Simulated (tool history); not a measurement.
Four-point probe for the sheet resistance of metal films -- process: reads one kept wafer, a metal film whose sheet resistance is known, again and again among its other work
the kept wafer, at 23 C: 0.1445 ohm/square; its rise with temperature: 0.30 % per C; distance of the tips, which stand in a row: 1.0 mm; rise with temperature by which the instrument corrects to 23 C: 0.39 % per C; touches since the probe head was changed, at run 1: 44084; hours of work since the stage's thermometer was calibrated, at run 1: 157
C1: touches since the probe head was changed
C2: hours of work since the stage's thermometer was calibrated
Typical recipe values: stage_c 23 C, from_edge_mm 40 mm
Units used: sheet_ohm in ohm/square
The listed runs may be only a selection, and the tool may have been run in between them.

run 1 hour=0 | stage_c=23 from_edge_mm=40 | C1=44084 C2=157 | sheet_ohm=0.144537
run 2 hour=7.6 | stage_c=23 from_edge_mm=40 | C1=44261 C2=162 | sheet_ohm=0.144556
run 3 hour=20.1 | stage_c=23 from_edge_mm=40 | C1=44552 C2=171 | sheet_ohm=0.144559
run 4 hour=34 | stage_c=23 from_edge_mm=40 | C1=44877 C2=180 | sheet_ohm=0.144574
run 5 hour=45.4 | stage_c=23 from_edge_mm=40 | C1=45141 C2=187 | sheet_ohm=0.144536
run 6 hour=60 | stage_c=23 from_edge_mm=40 | C1=45482 C2=197 | sheet_ohm=0.144511
run 7 hour=67.8 | stage_c=31 from_edge_mm=40 | C1=45662 C2=202 | sheet_ohm=0.143408
run 8 hour=82.7 | stage_c=31 from_edge_mm=3 | C1=46010 C2=212 | sheet_ohm=0.151455
run 9 hour=91.5 | stage_c=31 from_edge_mm=3 | C1=46216 C2=218 | sheet_ohm=0.151479
run 10 hour=107.3 | stage_c=31 from_edge_mm=3 | C1=46582 C2=228 | sheet_ohm=0.151428
run 11 hour=120 | stage_c=24 from_edge_mm=3 | C1=46878 C2=237 | sheet_ohm=0.152442
run 12 hour=134.2 | stage_c=24 from_edge_mm=3 | C1=47209 C2=246 | sheet_ohm=0.152485
run 13 hour=146.1 | stage_c=24 from_edge_mm=3 | C1=47486 C2=254 | sheet_ohm=0.152471
run 14 hour=154.3 | stage_c=23 from_edge_mm=40 | C1=47676 C2=260 | sheet_ohm=0.144592
run 15 hour=166.9 | stage_c=23 from_edge_mm=40 | C1=47970 C2=268 | sheet_ohm=0.14456
run 16 hour=180.7 | stage_c=23 from_edge_mm=40 | C1=48293 C2=277 | sheet_ohm=0.144556
run 17 hour=190 | stage_c=23 from_edge_mm=40 | C1=48510 C2=283 | sheet_ohm=0.144523
run 18 hour=205.5 | stage_c=23 from_edge_mm=40 | C1=48871 C2=294 | sheet_ohm=0.144498
run 19 hour=214.5 | stage_c=23 from_edge_mm=9 | C1=49078 C2=300 | sheet_ohm=0.145422
run 20 hour=226.4 | stage_c=23 from_edge_mm=9 | C1=49356 C2=307 | sheet_ohm=0.145429
run 21 hour=235.3 | stage_c=23 from_edge_mm=40 | C1=49563 C2=313 | sheet_ohm=0.144576
run 22 hour=249.4 | stage_c=24 from_edge_mm=40 | C1=49893 C2=323 | sheet_ohm=0.144428
run 23 hour=258.4 | stage_c=24 from_edge_mm=40 | C1=50101 C2=329 | sheet_ohm=0.144415
run 24 hour=274.3 | stage_c=24 from_edge_mm=40 | C1=50471 C2=339 | sheet_ohm=0.144411
run 25 hour=292.3 | stage_c=27 from_edge_mm=65 | C1=50890 C2=351 | sheet_ohm=0.144006
run 26 hour=307.4 | stage_c=27 from_edge_mm=3 | C1=51243 C2=361 | sheet_ohm=0.152072
run 27 hour=323.6 | stage_c=32 from_edge_mm=40 | C1=51619 C2=372 | sheet_ohm=0.143342
run 28 hour=339.5 | stage_c=32 from_edge_mm=9 | C1=51989 C2=382 | sheet_ohm=0.144239
run 29 hour=353.1 | stage_c=35 from_edge_mm=10 | C1=52307 C2=392 | sheet_ohm=0.143636
run 30 hour=368.7 | stage_c=27 from_edge_mm=40 | C1=52670 C2=402 | sheet_ohm=0.143996
run 31 hour=385 | stage_c=27 from_edge_mm=40 | C1=53049 C2=413 | sheet_ohm=0.143949
run 32 hour=396.8 | stage_c=19 from_edge_mm=15 | C1=53324 C2=421 | sheet_ohm=0.145381
run 33 hour=413.2 | stage_c=27 from_edge_mm=3 | C1=53707 C2=431 | sheet_ohm=0.152051
run 34 hour=429.8 | stage_c=26 from_edge_mm=68 | C1=54091 C2=442 | sheet_ohm=0.144079
run 35 hour=447.5 | stage_c=26 from_edge_mm=65 | C1=54504 C2=454 | sheet_ohm=0.144086
run 36 hour=462.3 | stage_c=35 from_edge_mm=40 | C1=54849 C2=464 | sheet_ohm=0.142978

Predict the results of run 37:
run 37 hour=472.4 | stage_c=27 from_edge_mm=49 | C1=55085 C2=471 | sheet_ohm=?

sheet_ohm: 0.144 ohm/square
With the hidden condition absent and the run-to-run variation left alone, this run would have shown sheet_ohm 0.144008 ohm/square.
